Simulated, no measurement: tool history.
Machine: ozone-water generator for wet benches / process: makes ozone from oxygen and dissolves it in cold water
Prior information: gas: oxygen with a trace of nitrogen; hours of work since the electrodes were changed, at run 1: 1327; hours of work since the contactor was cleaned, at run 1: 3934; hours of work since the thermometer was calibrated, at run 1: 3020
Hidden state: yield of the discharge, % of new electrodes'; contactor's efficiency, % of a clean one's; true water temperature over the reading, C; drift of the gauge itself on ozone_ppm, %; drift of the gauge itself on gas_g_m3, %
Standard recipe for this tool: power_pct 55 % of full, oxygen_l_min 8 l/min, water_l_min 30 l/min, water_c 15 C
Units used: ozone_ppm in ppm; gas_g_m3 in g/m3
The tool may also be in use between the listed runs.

| run | hour | power_pct | oxygen_l_min | water_l_min | water_c | hours of work since the electrodes were changed | hours of work since the contactor was cleaned | hours of work since the thermometer was calibrated | ozone_ppm | gas_g_m3 |
|---|---|---|---|---|---|---|---|---|---|---|
| 1 | 0 | 55 | 8 | 30 | 15 | 1327 | 3934 | 3020 | 15.5 | 125.4 |
| 2 | 43.2 | 55 | 8 | 30 | 15 | 1368 | 3974 | 3061 | 15.5 | 125.4 |
| 3 | 78.5 | 55 | 8 | 30 | 15 | 1401 | 4007 | 3094 | 15.1 | 126.2 |
| 4 | 103.2 | 65 | 8 | 30 | 15 | 1424 | 4030 | 3117 | 17.3 | 141.1 |
| 5 | 144.2 | 55 | 8 | 30 | 15 | 1462 | 4069 | 3155 | 15.7 | 125.6 |
| 6 | 187.7 | 55 | 8 | 30 | 15 | 1503 | 4109 | 3196 | 15.5 | 125.2 |
| 7 | 232.8 | 58 | 8 | 30 | 15 | 1545 | 4152 | 3238 | 16 | 130.5 |
| 8 | 277.4 | 58 | 8 | 30 | 15 | 1587 | 4193 | 3280 | 16 | 129.5 |
| 9 | 321.9 | 58 | 8 | 30 | 15 | 1628 | 4235 | 3322 | 16.2 | 131.1 |
| 10 | 348.6 | 58 | 8 | 30 | 15 | 1653 | 4260 | 3347 | 16.1 | 129.5 |
| 11 | 373.9 | 58 | 8 | 30 | 15 | 1677 | 4284 | 3370 | 16.4 | 131.4 |
| 12 | 394.5 | 58 | 8 | 30 | 15 | 1696 | 4303 | 3390 | 16.3 | 130.1 |
| 13 | 430.3 | 58 | 8 | 30 | 15 | 1730 | 4336 | 3423 | 16.2 | 130.3 |
| 14 | 458.5 | 55 | 8 | 30 | 15 | 1756 | 4363 | 3450 | 15.7 | 125.5 |
| 15 | 492.6 | 55 | 8 | 30 | 15 | 1788 | 4395 | 3481 | 15.3 | 125.5 |
| 16 | 511.4 | 55 | 8 | 30 | 15 | 1806 | 4412 | 3499 | 15.5 | 124.4 |
| 17 | 541.4 | 75 | 11.56 | 20 | 19 | 1834 | 4440 | 3527 | 22.7 | 126.8 |
| 18 | 559.9 | 75 | 11.56 | 20 | 19 | 1851 | 4458 | 3544 | 22.5 | 124.9 |
| 19 | 593.8 | 57 | 13.31 | 25 | 13 | 1883 | 4489 | 3576 | 18.1 | 96.3 |
| 20 | 627.3 | 57 | 13.31 | 25 | 13 | 1914 | 4521 | 3607 | 18 | 96 |
| 21 | 659.2 | 57 | 13.31 | 25 | 13 | 1944 | 4551 | 3637 | 17.8 | 95.6 |
| 22 | 702.2 | 57 | 13.31 | 25 | 13 | 1984 | 4591 | 3678 | 17.8 | 95.1 |
| 23 | 723.7 | 76 | 8.65 | 25 | 12 | 2004 | 4611 | 3698 | 23.3 | 150.3 |
| 24 | 764.5 | 76 | 8.65 | 25 | 12 | 2043 | 4649 | 3736 | 23.2 | 150.3 |
| 25 | 786.8 | 55 | 9.74 | 30 | 15 | 2063 | 4670 | 3757 | 15.3 | 112.4 |
| 26 | 828.4 | 58 | 4.73 | 23 | 17 | 2102 | 4709 | 3796 | 19.5 | 177.4 |
| 27 | 873.2 | 51 | 8 | 30 | 18 | 2144 | 4751 | 3838 | 14.1 | 117.7 |

Expected results for the next run?
| 28 | 904.9 | 76 | 8 | 30 | 18 | 2174 | 4781 | 3867 | ? | ? |

{"run 28": {"ozone_ppm": 18.4, "gas_g_m3": 155.9}}
If the tool had no hidden condition, the same run with the same run-to-run variation would have returned ozone_ppm 18.4 ppm, gas_g_m3 156 g/m3.
